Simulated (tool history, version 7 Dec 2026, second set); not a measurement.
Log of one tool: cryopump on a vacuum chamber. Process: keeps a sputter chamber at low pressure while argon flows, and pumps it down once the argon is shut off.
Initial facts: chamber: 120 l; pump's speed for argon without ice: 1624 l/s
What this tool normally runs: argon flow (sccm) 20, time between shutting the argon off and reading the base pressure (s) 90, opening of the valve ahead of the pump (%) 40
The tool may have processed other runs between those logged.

run	hour	argon flow (sccm)	time between shutting the argon off and reading the base pressure (s)	opening of the valve ahead of the pump (%)	pressure while argon flows (Pa)	pressure after the wait (uPa)
1	0.0	20	90	40	0.0562	1.91
2	16.4	20	90	40	0.0561	1.93
3	27.8	20	90	40	0.0558	1.95
4	40.4	20	90	40	0.0549	1.92
5	52.6	20	90	40	0.0552	1.96
6	65.3	20	90	40	0.0557	2.04
7	82.7	24	90	40	0.0672	1.99
8	95.3	24	90	40	0.0676	1.99
9	107.5	20	45	40	0.0561	2.87
10	115.9	20	45	40	0.0569	2.89
11	130.1	20	90	19	0.1132	2.01
12	141.8	20	90	19	0.1147	2.03
13	148.9	20	90	19	0.1135	2.04
14	162.6	20	62	40	0.0569	2.44
15	173.7	20	62	40	0.0568	2.46
16	181.5	20	62	40	0.0573	2.45
17	198.2	20	62	40	0.0557	2.38
18	215.7	25	54	31	0.0907	2.63
19	230.3	25	54	31	0.0909	2.62
20	243.6	25	54	40	0.0721	2.68
21	256.0	20	46	46	0.0508	2.97
22	268.4	20	46	46	0.0509	2.96
23	279.2	40	152	40	0.1152	1.76
24	288.3	19	37	58	0.0388	3.41
25	297.2	17	175	40	0.0486	1.68
26	308.9	35	175	16	0.2383	1.78
27	321.3	20	90	56	0.0432	2.18
28	336.4	20	90	56	0.0426	2.16
29	351.8	20	90	56	0.0429	2.24
30	361.8	9	90	51	0.0204	2.16
31	373.1	20	262	23	0.0974	1.66
32	382.1	20	262	23	0.0971	1.66
33	389.3	18	74	17	0.1158	2.40
34	406.8	39	110	35	0.1292	2.06

Here are 3 independent what-if runs from the current tool condition. What would each one return?
A	417.2	14	110	35	?	?
B	417.2	8	90	40	?	?
C	417.2	20	90	39	?	?

run	pressure while argon flows (Pa)	pressure after the wait (uPa)
A	0.0462	2.12
B	0.0243	2.30
C	0.0607	2.24
Stripped of hidden state, with their random variation kept, the same runs would have yielded:
run	pressure while argon flows (Pa)	pressure after the wait (uPa)
A	0.0415	0.88
B	0.0216	1.05
C	0.0539	1.03
